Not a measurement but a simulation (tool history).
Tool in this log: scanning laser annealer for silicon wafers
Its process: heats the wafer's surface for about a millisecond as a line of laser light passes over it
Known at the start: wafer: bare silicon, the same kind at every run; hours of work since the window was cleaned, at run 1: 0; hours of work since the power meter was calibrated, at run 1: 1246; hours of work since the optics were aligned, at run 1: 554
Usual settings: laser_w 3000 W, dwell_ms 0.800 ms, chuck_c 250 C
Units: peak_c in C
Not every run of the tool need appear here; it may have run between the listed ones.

run,day,laser_w,dwell_ms,chuck_c,hours of work since the window was cleaned,hours of work since the power meter was calibrated,hours of work since the optics were aligned,peak_c
1,0.000,3000,0.800,250,0,1246,554,1053
2,0.967,3000,0.800,250,15,1261,568,1055
3,2.604,3000,0.800,250,39,1285,593,1054
4,4.371,3000,0.800,250,66,1312,620,1050
5,6.325,3000,0.800,250,96,1342,650,1053
6,8.208,3000,0.800,250,124,1370,678,1050
7,10.158,3000,0.800,241,154,1400,708,1036
8,11.450,3000,0.800,241,173,1419,727,1037
9,13.262,3000,0.800,241,201,1447,755,1034
10,14.167,3000,0.800,250,215,1461,768,1046
11,15.550,3000,0.800,250,235,1481,789,1041
12,16.721,3000,0.800,250,253,1499,807,1041
13,17.875,3000,0.800,250,271,1517,824,1039
14,19.838,3000,0.800,250,300,1546,854,1040
15,21.933,3000,0.800,250,332,1578,886,1038
16,23.479,3000,0.800,250,356,1602,909,1034
17,24.933,3000,0.800,250,378,1624,931,1039
18,25.958,3000,0.800,250,393,1639,947,1035
19,28.033,3000,0.800,250,424,1670,978,1032
20,29.529,3000,0.634,250,447,1693,1001,955
21,31.438,3000,0.634,250,476,1722,1030,959
22,32.604,3010,0.935,223,494,1740,1048,1061
23,33.825,2688,0.617,220,512,1758,1066,846
24,34.925,2688,0.617,220,529,1775,1083,846
25,36.771,3199,0.742,226,557,1803,1111,1023
26,38.421,2923,0.748,250,582,1828,1136,982
27,40.175,2923,0.748,250,608,1854,1162,978
28,42.088,3011,0.875,250,637,1883,1191,1056
29,43.117,3007,0.950,250,653,1899,1207,1080
30,43.992,3007,0.950,250,666,1912,1220,1079
31,46.117,3007,0.950,250,698,1944,1252,1079
32,47.825,3026,0.906,250,724,1970,1278,1067
33,48.954,2998,0.721,250,741,1987,1295,981
34,50.504,3222,0.750,220,765,2011,1319,1016
# day 52.333: window over the wafer cleaned
35,52.688,2950,0.713,250,5,2043,1350,998
36,54.100,2951,0.753,210,27,2064,1372,972
37,55.946,2951,0.753,210,55,2092,1400,973
38,56.992,2951,0.753,210,71,2108,1416,972
39,58.212,3040,0.615,251,89,2126,1434,969
40,59.983,3217,0.675,252,116,2153,1461,1038
41,61.012,3272,0.713,232,131,2169,1476,1047

Branching from run 41: 3 alternative next runs. What would each branch give?
A,62.938,2849,0.761,262,161,2198,1506,?
B,62.938,2795,0.650,242,161,2198,1506,?
C,62.938,2882,0.713,232,161,2198,1506,?

run,peak_c
A,998
B,917
C,959
Without the tool's unlogged condition, the same runs would have read:
run,peak_c
A,1017
B,934
C,978

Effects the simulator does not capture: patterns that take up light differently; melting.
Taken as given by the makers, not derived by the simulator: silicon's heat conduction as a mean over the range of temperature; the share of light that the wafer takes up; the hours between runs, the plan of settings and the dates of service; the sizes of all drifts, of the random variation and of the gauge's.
